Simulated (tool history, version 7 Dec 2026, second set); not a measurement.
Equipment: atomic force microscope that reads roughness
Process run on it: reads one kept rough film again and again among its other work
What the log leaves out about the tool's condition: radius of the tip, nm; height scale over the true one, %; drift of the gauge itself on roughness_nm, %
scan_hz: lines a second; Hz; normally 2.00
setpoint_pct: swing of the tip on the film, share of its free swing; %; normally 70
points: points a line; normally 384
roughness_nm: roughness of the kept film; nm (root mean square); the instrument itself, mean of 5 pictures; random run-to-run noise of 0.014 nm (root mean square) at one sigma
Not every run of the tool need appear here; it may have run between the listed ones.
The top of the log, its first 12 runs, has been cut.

run    hour  scan_hz  setpoint_pct  points  pictures with this tip  hours of work since the height scale was calibrated  roughness_nm
 13   468.4     2.00            70     384                      52                                                   52         3.320
 14   495.7     2.00            87     384                      93                                                   71         2.973
 15   537.7     2.00            87     384                     156                                                  101         2.932
      548.2  -- new tip fitted
 16   569.4     2.00            70     283                      32                                                  122         3.348
 17   603.5     2.00            70     283                      83                                                  146         3.267
 18   657.1     2.00            70     283                     164                                                  184         3.143
      662.2  -- new tip fitted
      704.1  -- height scale calibrated on a step standard, once more
 19   711.8     2.00            64     384                      73                                                    5         3.339
 20   763.6     1.21            70     384                     151                                                   42         3.227
      778.5  -- new tip fitted
 21   819.3     1.21            70     384                      61                                                   80         3.384
 22   851.9     3.62            71     384                     110                                                  103         3.022
 23   884.9     1.74            70     670                     159                                                  126         3.174
      893.2  -- new tip fitted
 24   913.0     1.74            70     670                      30                                                  145         3.367
 25   953.0     1.74            70     670                      90                                                  173         3.287
 26   977.6     1.74            70     418                     126                                                  191         3.224
     1005.9  -- new tip fitted
 27  1027.9     1.74            70     418                      33                                                  225         3.356
 28  1072.4     1.60            75     418                     100                                                  257         3.239
 29  1114.5     1.32            73     894                     163                                                  286         3.194
     1121.7  -- new tip fitted
 30  1155.0     0.53            73     969                      50                                                  314         3.499

Expected results for the next run?
 31  1185.8     0.53            73     969                      96                                                  335             ?

roughness_nm: 3.399 nm (root mean square)
The same run, on a tool lacking any hidden state, would have yielded roughness_nm 3.547 nm (root mean square).

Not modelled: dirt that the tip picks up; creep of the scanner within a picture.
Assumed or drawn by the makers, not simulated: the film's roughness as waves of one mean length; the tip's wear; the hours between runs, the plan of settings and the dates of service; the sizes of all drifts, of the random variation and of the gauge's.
